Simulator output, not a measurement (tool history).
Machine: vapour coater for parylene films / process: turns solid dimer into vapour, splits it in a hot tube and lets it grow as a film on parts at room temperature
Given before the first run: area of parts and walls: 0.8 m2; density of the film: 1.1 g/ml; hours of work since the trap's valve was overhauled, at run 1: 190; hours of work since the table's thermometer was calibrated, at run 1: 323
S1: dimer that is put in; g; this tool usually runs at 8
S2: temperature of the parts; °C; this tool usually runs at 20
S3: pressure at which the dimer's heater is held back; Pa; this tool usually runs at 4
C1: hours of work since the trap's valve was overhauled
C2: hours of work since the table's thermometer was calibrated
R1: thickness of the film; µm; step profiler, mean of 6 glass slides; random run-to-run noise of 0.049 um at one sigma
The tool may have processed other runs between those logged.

run     day  S1  S2     S3   C1   C2    R1
  1       0   8  20      4  190  323  6.18
  2   0.912   8  20      4  203  336  6.27
  3   1.592   8  20      4  213  345  6.18
  4   2.179   8  20      4  221  354  6.26
  5   3.388   8  20      4  239  371  6.29
  6   4.212   8  20      4  250  383  6.24
  7   5.371   8  20      4  267  400  6.29
  8    6.45   8  20      4  282  415  6.28
  9   7.162   8  20      4  292  425  6.27
 10    8.35   8  20  11.96  309  442  4.99
 11   9.283   8  20   6.04  323  455  5.73
 12  10.158   8  20   6.04  335  468  5.77
     11.312  -- trap's valve overhauled
 13    11.5   8  20   6.04    3  485  5.75
 14  12.479   8  20   6.04   17  499  5.79
 15  12.988   8  20   6.04   24  506  5.75
 16  13.688   8  30   6.04   34  516  4.07
 17  14.842   8  30   6.04   50  532  4.05
 18  15.383   8  17      4   58  540  6.97
 19  16.054   8  17      4   68  550  6.96
 20  16.562   8  13   4.37   75  557  7.83
 21  17.633   8  13   4.37   90  572  7.82
 22   18.55   8  13   4.58  103  585  7.66
 23  19.512   6  15   2.37  117  599   6.1
 24  20.054   4  23   2.48  125  607  3.11
 25  21.125   4  23   2.48  140  622  3.16

Run 26 is up next; what results do you expect?
 26  22.188  10  23  2.31  155  637   ?

{"run 26": {"R1": 7.88}}
With the hidden condition absent and the run-to-run variation left alone, this run would have shown R1 7.89 µm.
